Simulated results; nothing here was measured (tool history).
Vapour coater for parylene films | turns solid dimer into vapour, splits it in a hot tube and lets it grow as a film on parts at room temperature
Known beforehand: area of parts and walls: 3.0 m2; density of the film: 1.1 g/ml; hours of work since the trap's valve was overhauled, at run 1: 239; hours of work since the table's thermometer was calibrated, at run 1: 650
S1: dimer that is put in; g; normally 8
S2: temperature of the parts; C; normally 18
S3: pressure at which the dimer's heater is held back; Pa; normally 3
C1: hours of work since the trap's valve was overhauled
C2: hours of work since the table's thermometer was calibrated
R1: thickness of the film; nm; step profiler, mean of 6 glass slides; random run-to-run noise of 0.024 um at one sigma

| run | hour | S1 | S2 | S3 | C1 | C2 | R1 |
|---|---|---|---|---|---|---|---|
| 1 | 0 | 8 | 18 | 3 | 239 | 650 | 1540 |
| 2 | 23.9 | 9 | 18 | 3 | 256 | 667 | 1740 |
| 3 | 39 | 9 | 18 | 3 | 267 | 677 | 1760 |
| 4 | 55 | 9 | 18 | 3 | 279 | 689 | 1740 |
| 5 | 66.2 | 9 | 18 | 3 | 287 | 697 | 1780 |
| 6 | 89.9 | 9 | 18 | 3 | 303 | 714 | 1730 |
| 7 | 109.2 | 8 | 18 | 3 | 317 | 728 | 1540 |
| 8 | 133.9 | 8 | 18 | 3 | 335 | 745 | 1530 |
| 9 | 157.9 | 8 | 18 | 6.53 | 352 | 762 | 1230 |
| 10 | 180.4 | 8 | 18 | 6.53 | 368 | 778 | 1260 |
| 11 | 204.5 | 8 | 18 | 6.53 | 385 | 796 | 1260 |
| 12 | 228.7 | 6 | 18 | 3 | 402 | 813 | 1110 |
| 13 | 253.4 | 6 | 18 | 3 | 420 | 830 | 1070 |
| 14 | 265.2 | 6 | 18 | 3 | 429 | 839 | 1150 |
| 15 | 276.5 | 8 | 18 | 2.95 | 437 | 847 | 1460 |
| 16 | 287.8 | 8 | 18 | 2.04 | 445 | 855 | 1620 |
| 17 | 303.1 | 8 | 18 | 2.04 | 456 | 866 | 1590 |
| 18 | 323 | 8 | 18 | 2.04 | 470 | 880 | 1600 |
| 19 | 333.9 | 8 | 14 | 3 | 478 | 888 | 1770 |
|  | 341.2 | table's thermometer calibrated |
| 20 | 349.6 | 8 | 18 | 3 | 488 | 6 | 1520 |
| 21 | 362.1 | 8 | 18 | 3 | 497 | 15 | 1540 |
| 22 | 389.1 | 8 | 18 | 3 | 516 | 34 | 1500 |
| 23 | 414.8 | 6 | 18 | 3 | 535 | 52 | 1180 |
| 24 | 437.7 | 6 | 18 | 3 | 551 | 69 | 1110 |
| 25 | 450.5 | 8 | 20 | 3 | 560 | 78 | 1390 |
| 26 | 474.9 | 4 | 18 | 3 | 577 | 95 | 770 |
| 27 | 490.3 | 4 | 18 | 3 | 588 | 106 | 740 |
| 28 | 501.5 | 4 | 18 | 3 | 596 | 114 | 770 |
| 29 | 521.7 | 5 | 12 | 3 | 611 | 129 | 1230 |
| 30 | 538.4 | 5 | 21 | 5.71 | 623 | 141 | 690 |
| 31 | 559.5 | 5 | 21 | 5.71 | 638 | 156 | 700 |
|  | 569.7 | trap's valve overhauled |
| 32 | 580.3 | 7 | 21 | 10.54 | 8 | 168 | 1000 |
| 33 | 607.1 | 7 | 11 | 3 | 27 | 187 | 2070 |
| 34 | 621.9 | 4 | 15 | 11.01 | 37 | 197 | 740 |
| 35 | 647.2 | 8 | 22 | 3.82 | 55 | 215 | 1320 |
| 36 | 673.2 | 6 | 18 | 3 | 74 | 234 | 1280 |
| 37 | 685.3 | 4 | 16 | 7.82 | 82 | 243 | 730 |
| 38 | 703.1 | 8 | 11 | 3.25 | 95 | 255 | 2360 |
| 39 | 714.4 | 5 | 11 | 4.59 | 103 | 263 | 1350 |
| 40 | 727.8 | 8 | 18 | 2.38 | 113 | 273 | 1720 |
| 41 | 744.9 | 4 | 23 | 3.27 | 125 | 285 | 650 |
| 42 | 765 | 8 | 18 | 3.18 | 139 | 299 | 1610 |
| 43 | 786.8 | 4 | 18 | 3 | 155 | 315 | 840 |
| 44 | 806.6 | 8 | 13 | 6.34 | 169 | 329 | 1730 |
| 45 | 819.1 | 8 | 13 | 6.34 | 178 | 338 | 1750 |
| 46 | 837.7 | 8 | 13 | 6.34 | 191 | 351 | 1760 |
| 47 | 851.7 | 5 | 18 | 5.15 | 201 | 361 | 890 |

What if the next run were any one of these 3? Each begins from the tool's condition after run 47:
| A | 873.3 | 4 | 18 | 5.15 | 217 | 377 | ? |
| B | 873.3 | 11 | 26 | 3.65 | 217 | 377 | ? |
| C | 873.3 | 8 | 28 | 2.15 | 217 | 377 | ? |

| run | R1 |
|---|---|
| A | 740 |
| B | 1470 |
| C | 1040 |
The same runs, with their run-to-run variation unchanged, on a tool lacking any hidden condition would have given:
| run | R1 |
|---|---|
| A | 790 |
| B | 1590 |
| C | 1120 |

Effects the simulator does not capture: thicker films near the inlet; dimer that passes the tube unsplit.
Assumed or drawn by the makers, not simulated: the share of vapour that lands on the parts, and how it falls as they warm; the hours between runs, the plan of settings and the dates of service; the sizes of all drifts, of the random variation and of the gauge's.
